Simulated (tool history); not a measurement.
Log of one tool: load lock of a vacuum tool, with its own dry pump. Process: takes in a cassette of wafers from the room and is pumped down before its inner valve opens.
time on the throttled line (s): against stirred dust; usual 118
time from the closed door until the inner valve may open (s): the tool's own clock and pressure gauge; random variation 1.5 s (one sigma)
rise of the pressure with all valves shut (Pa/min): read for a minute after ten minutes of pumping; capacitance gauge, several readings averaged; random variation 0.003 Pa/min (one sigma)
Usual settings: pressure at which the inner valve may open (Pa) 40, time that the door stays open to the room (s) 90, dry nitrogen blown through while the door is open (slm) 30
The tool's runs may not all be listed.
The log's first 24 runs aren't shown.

run    hour  time on the throttled line (s)  pressure at which the inner valve may open (Pa)  time that the door stays open to the room (s)  dry nitrogen blown through while the door is open (slm)  hours that the pump has run since its overhaul  times that the door has closed on its seal  incoming humidity of the room's air, %  time from the closed door until the inner valve may open (s)  rise of the pressure with all valves shut (Pa/min)
 25    2418                             118                                               31                                             63                                                        6                                           15302                                        6198                                    42.8                                                         278.4                                               0.047
 26  2490.4                             118                                               40                                            110                                                       17                                           15375                                        6296                                    47.3                                                         274.8                                               0.043
 27  2610.4                             118                                               40                                             90                                                       25                                           15495                                        6459                                    43.7                                                         274.5                                               0.031
 28  2738.5                             118                                               40                                            167                                                       16                                           15623                                        6632                                    44.2                                                         277.9                                               0.047
 29  2819.3                             118                                               31                                             90                                                       19                                           15704                                        6742                                    44.5                                                           280                                               0.037
 30  2911.5                             118                                               78                                            130                                                       30                                           15796                                        6867                                      43                                                         260.3                                               0.033
 31  3047.8                             118                                               78                                            130                                                       25                                           15932                                        7052                                    43.9                                                         258.7                                               0.039
 32  3176.1                             118                                               78                                            130                                                       11                                           16060                                        7226                                      40                                                         263.6                                               0.045
 33  3310.9                             118                                               78                                            130                                                       11                                           16195                                        7408                                    45.8                                                           258                                               0.054
 34  3390.9                             132                                               31                                             80                                                        7                                           16275                                        7517                                    43.9                                                           296                                               0.049
 35  3478.9                             132                                               32                                             80                                                       12                                           16363                                        7636                                    46.9                                                         292.5                                               0.044
 36    3617                             140                                               48                                             90                                                       30                                           16501                                        7823                                    46.1                                                         291.2                                               0.035
 37    3732                              82                                               75                                             36                                                        8                                           16616                                        7979                                    43.9                                                         234.3                                               0.046
 38  3859.5                              82                                               44                                             36                                                       27                                           16744                                        8152                                    44.6                                                         248.4                                               0.032

Forecast each of these 3 alternatives for the next run:
  A  3927                              82                                               44                                             36                                                       32                                           16811                                        8244                                    44.9                                                             ?                                                   ?
  B  3927                             204                                               52                                             30                                                       30                                           16811                                        8244                                    45.4                                                             ?                                                   ?
  C  3927                             118                                               80                                             66                                                       11                                           16811                                        8244                                      51                                                             ?                                                   ?

run  time from the closed door until the inner valve may open (s)  rise of the pressure with all valves shut (Pa/min)
  A                                                         250.3                                               0.034
  B                                                         335.9                                               0.037
  C                                                           259                                               0.045
Without the tool's hidden state the same runs would have given:
run  time from the closed door until the inner valve may open (s)  rise of the pressure with all valves shut (Pa/min)
  A                                                         222.4                                               0.009
  B                                                           314                                               0.012
  C                                                         235.3                                                0.02
